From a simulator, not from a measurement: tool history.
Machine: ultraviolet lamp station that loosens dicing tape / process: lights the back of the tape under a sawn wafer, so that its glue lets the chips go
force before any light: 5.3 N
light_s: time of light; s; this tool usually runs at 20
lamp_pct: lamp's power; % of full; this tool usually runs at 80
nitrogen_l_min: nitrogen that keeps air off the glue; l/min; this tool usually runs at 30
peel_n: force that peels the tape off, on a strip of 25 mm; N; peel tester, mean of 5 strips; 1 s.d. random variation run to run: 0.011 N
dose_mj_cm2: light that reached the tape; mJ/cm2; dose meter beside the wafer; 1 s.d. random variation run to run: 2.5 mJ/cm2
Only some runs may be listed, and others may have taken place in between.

run,day,light_s,lamp_pct,nitrogen_l_min,peel_n,dose_mj_cm2
1,0,20,80,30,0.598,257
2,1.558,20,80,23,0.723,253
3,2.404,20,80,23,0.707,253
4,3.138,20,80,21,0.74,255
5,4.125,20,80,30,0.613,248
6,5.325,20,80,30,0.635,253
7,6.504,20,80,30,0.646,247
8,7.204,20,80,30,0.631,253
# day 7.35: window cleaned of glue's vapour
9,8.812,20,80,30,0.69,237
10,9.688,25,83,30,0.426,308
11,10.771,20,88,25,0.655,260
12,12.008,20,88,25,0.674,253
# day 12.733: window cleaned of glue's vapour, once more
13,13.192,37,78,30,0.235,473
14,13.933,37,78,30,0.234,457
15,15.112,25,65,37,0.529,259

Below, some changes in peel_n between adjacent runs. For each, the amount present without the hidden state too (settings, incoming material, random variation) and the amount remaining for the hidden state with gauge scatter not shared by both compared results:
Unlogged tool condition in this case: lamp's light, % of a new lamp's; light that the window lets through, % of a clean one's; drift of the gauge itself on peel_n, %; drift of the gauge itself on dose_mj_cm2, %.
Run 12 -> 13: light_s 20 -> 37, lamp_pct 88 -> 78, nitrogen_l_min 25 -> 30, window cleaned of glue's vapour, once more. peel_n -0.439 N: hidden state -0.202, all else -0.237.
